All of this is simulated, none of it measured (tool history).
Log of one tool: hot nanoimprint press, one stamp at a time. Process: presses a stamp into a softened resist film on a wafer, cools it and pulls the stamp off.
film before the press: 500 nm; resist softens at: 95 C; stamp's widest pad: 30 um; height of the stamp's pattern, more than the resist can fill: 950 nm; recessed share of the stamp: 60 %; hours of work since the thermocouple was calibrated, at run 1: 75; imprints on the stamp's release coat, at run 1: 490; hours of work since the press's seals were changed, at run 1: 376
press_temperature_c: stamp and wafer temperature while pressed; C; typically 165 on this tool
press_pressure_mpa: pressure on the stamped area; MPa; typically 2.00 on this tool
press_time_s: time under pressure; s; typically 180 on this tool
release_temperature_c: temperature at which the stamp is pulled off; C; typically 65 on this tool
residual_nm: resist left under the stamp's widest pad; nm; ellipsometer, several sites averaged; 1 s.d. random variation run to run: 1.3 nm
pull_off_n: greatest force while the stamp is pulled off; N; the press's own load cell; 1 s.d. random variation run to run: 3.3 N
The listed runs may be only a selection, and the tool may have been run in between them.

run	hour	press_temperature_c	press_pressure_mpa	press_time_s	release_temperature_c	hours of work since the thermocouple was calibrated	imprints on the stamp's release coat	hours of work since the press's seals were changed	residual_nm	pull_off_n
1	0.0	165	2.00	180	65	75	490	376	205.7	166
2	28.9	165	2.00	180	65	92	576	392	206.1	173
3	43.5	165	2.00	180	65	100	619	401	202.9	177
4	73.6	165	1.22	180	65	117	708	418	254.0	177
5	108.3	165	2.00	180	65	137	811	437	201.8	179
6	136.5	165	2.00	180	65	153	895	453	201.8	186
7	160.4	165	2.00	180	65	166	965	467	200.7	179
8	188.5	164	2.00	180	65	182	1049	483	211.1	180
9	218.0	164	2.00	180	65	199	1136	499	208.4	187
10	251.0	164	2.00	180	65	217	1234	518	213.1	185
11	265.3	165	2.00	293	65	225	1277	526	163.9	188
12	299.3	165	2.00	180	65	244	1377	545	198.7	191
13	317.4	165	2.00	180	65	255	1431	555	197.5	197
14	340.4	165	2.00	180	65	268	1499	568	196.0	199
# hour 346.3: plate thermocouple calibrated
15	371.4	165	2.00	180	65	14	1582	584	193.8	200
# hour 385.7: stamp cleaned and given a new release coat
16	397.6	154	1.77	129	54	26	35	596	373.3	174
# hour 411.1: plate thermocouple calibrated, once more
17	420.7	165	2.00	130	64	5	95	607	234.5	162
18	437.9	177	1.81	164	66	15	146	617	121.3	167
19	453.8	177	1.81	164	66	24	193	626	122.7	160
# hour 482.0: press's hydraulic seals changed and the load cell set to zero
20	493.4	177	1.69	164	61	42	286	6	123.1	170
21	521.5	165	2.00	350	65	58	370	22	153.6	168
22	544.1	158	1.74	171	65	71	437	35	304.2	171
23	565.9	166	3.03	184	64	83	501	47	154.0	166
24	581.5	166	3.03	150	64	92	547	56	167.1	181
25	605.0	177	1.26	230	60	105	617	70	121.8	192
26	619.6	153	1.42	233	58	113	660	78	371.1	195
27	644.0	157	1.41	147	69	127	733	92	357.7	169
28	673.9	157	1.41	147	69	144	821	108	350.4	162
29	688.3	171	2.05	347	57	152	864	117	107.4	211

Describe how what the log doesn't record of the tool's condition differs between the last listed run preceding each entry between runs and the first listed run following it.
Runs 14 to 15: plate thermocouple calibrated (hour 346.3)
  true temperature over the reading, C: 1.17 -> 1.49; pressure that arrives at the usual setting, %: 96.73 -> 96.64; grip of the stamp's worn release coat, % over a new coat's: 27.4 -> 29
  measured less the result without the state, residual_nm: -9.2 -> -12.6 nm; pull_off_n: +40 -> +41 N
Runs 15 to 16: stamp cleaned and given a new release coat (hour 385.7)
  true temperature over the reading, C: 1.49 -> 1.54; pressure that arrives at the usual setting, %: 96.64 -> 96.57; grip of the stamp's worn release coat, % over a new coat's: 29 -> 0.6
  measured less the result without the state, residual_nm: -12.6 -> -16.2 nm; pull_off_n: +41 -> -3 N
Runs 16 to 17: plate thermocouple calibrated, once more (hour 411.1)
  true temperature over the reading, C: 1.54 -> 0.12; pressure that arrives at the usual setting, %: 96.57 -> 96.49; grip of the stamp's worn release coat, % over a new coat's: 0.6 -> 1.7
  measured less the result without the state, residual_nm: -16.2 -> +2.3 nm; pull_off_n: -3 -> +2 N
Runs 19 to 20: press's hydraulic seals changed and the load cell set to zero (hour 482.0)
  true temperature over the reading, C: 0.2 -> 0.28; pressure that arrives at the usual setting, %: 96.38 -> 100.22; grip of the stamp's worn release coat, % over a new coat's: 3.4 -> 5
  measured less the result without the state, residual_nm: +0.9 -> -1.8 nm; pull_off_n: +5 -> +7 N

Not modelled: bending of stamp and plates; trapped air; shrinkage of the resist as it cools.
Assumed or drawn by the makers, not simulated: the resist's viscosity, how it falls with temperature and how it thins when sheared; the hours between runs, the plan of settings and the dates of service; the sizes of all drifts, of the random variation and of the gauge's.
